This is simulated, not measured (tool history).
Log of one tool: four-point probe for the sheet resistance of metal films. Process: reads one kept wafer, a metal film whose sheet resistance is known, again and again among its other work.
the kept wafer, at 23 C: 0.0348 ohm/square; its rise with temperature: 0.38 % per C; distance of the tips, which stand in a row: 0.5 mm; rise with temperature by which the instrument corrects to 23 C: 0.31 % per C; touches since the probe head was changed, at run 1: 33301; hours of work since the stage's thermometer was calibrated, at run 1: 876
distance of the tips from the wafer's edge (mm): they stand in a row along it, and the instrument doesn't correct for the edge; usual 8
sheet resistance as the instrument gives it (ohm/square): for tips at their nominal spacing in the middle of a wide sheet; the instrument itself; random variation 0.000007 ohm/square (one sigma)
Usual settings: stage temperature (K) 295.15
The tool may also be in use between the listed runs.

| run | hour | stage temperature (K) | distance of the tips from the wafer's edge (mm) | touches since the probe head was changed | hours of work since the stage's thermometer was calibrated | sheet resistance as the instrument gives it (ohm/square) |
|---|---|---|---|---|---|---|
| 1 | 0.0 | 295.15 | 8 | 33301 | 876 | 0.034645 |
| 2 | 62.6 | 292.15 | 8 | 37012 | 923 | 0.034561 |
| 3 | 141.2 | 292.15 | 8 | 41677 | 982 | 0.034566 |
| 4 | 231.7 | 292.15 | 36 | 47042 | 1050 | 0.034467 |
| 5 | 313.4 | 295.15 | 8 | 51889 | 1111 | 0.034611 |
| 6 | 360.8 | 295.15 | 8 | 54702 | 1147 | 0.034617 |
| 7 | 445.0 | 295.15 | 8 | 59699 | 1210 | 0.034610 |
| 8 | 492.1 | 295.15 | 8 | 62489 | 1246 | 0.034603 |
|  | 498.6 | stage's thermometer calibrated |
| 9 | 577.6 | 295.15 | 18 | 67535 | 59 | 0.034523 |
| 10 | 648.3 | 295.15 | 8 | 71727 | 113 | 0.034584 |
|  | 668.7 | stage's thermometer calibrated, once more |
| 11 | 686.2 | 307.15 | 8 | 73948 | 13 | 0.034896 |
| 12 | 722.6 | 307.15 | 12 | 76105 | 41 | 0.034860 |
| 13 | 772.0 | 307.15 | 12 | 79035 | 78 | 0.034846 |
| 14 | 810.0 | 295.15 | 5 | 81286 | 106 | 0.034701 |
| 15 | 850.5 | 294.15 | 3 | 83693 | 137 | 0.035003 |
| 16 | 928.0 | 301.15 | 36 | 88289 | 195 | 0.034675 |
| 17 | 988.5 | 305.15 | 7 | 91874 | 241 | 0.034855 |
| 18 | 1034.3 | 307.15 | 26 | 94593 | 275 | 0.034796 |
| 19 | 1073.2 | 307.15 | 26 | 96902 | 304 | 0.034789 |
| 20 | 1124.2 | 292.15 | 8 | 99928 | 343 | 0.034495 |
| 21 | 1189.6 | 292.15 | 8 | 103808 | 392 | 0.034491 |
| 22 | 1248.0 | 295.15 | 4 | 107268 | 436 | 0.034773 |

Forecast each of these 3 alternatives for the next run:
| A | 1319.7 | 307.15 | 11 | 111521 | 490 | ? |
| B | 1319.7 | 302.15 | 54 | 111521 | 490 | ? |
| C | 1319.7 | 299.15 | 11 | 111521 | 490 | ? |

| run | sheet resistance as the instrument gives it (ohm/square) |
|---|---|
| A | 0.034803 |
| B | 0.034651 |
| C | 0.034609 |
Without the tool's hidden state the same runs would have given:
| run | sheet resistance as the instrument gives it (ohm/square) |
|---|---|
| A | 0.035100 |
| B | 0.034947 |
| C | 0.034904 |
